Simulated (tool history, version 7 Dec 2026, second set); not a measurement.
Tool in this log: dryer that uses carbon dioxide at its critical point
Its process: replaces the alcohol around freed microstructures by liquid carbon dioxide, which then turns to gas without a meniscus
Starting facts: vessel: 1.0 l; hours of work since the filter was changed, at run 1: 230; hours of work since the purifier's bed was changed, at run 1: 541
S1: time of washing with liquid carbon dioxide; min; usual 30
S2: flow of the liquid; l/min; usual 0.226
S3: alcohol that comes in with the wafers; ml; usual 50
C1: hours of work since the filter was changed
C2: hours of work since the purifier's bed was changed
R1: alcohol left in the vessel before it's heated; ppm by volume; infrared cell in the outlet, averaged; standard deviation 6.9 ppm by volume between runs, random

run   hour  S1     S2  S3   C1   C2    R1
  1      0  30  0.226  50  230  541   467
  2     30  30  0.226  50  244  555   479
  3   52.1  30  0.226  50  255  566   471
  4     93  30  0.226  50  274  585   500
  5  124.2  30  0.226  50  289  599   485
  6  143.8  30  0.226  50  298  609   509
  7    177  30  0.226  50  313  624   511
  8  200.6  30  0.226  50  324  635   527
  9  238.5  32  0.226  50  342  653   401
 10  281.5  30  0.226  37  363  673   419
 11  308.9  30  0.226  37  375  686   430
 12  329.3  30  0.226  37  385  696   431
 13  361.7  30  0.226  37  400  711   443
 14  403.1  24  0.226  50  420  730  1356
 15  421.1  24  0.226  50  428  739  1419
 16  464.1  24  0.226  50  448  759  1414
 17  493.5  26  0.144  64  462  773  5201

Predict the results of run 18:
 18  512.8  30  0.174  112  471  782   ?

R1: 3459 ppm by volume
Take away the tool's hidden state, keep the run-to-run variation as it was, and the same run would have given R1 2100 ppm by volume.

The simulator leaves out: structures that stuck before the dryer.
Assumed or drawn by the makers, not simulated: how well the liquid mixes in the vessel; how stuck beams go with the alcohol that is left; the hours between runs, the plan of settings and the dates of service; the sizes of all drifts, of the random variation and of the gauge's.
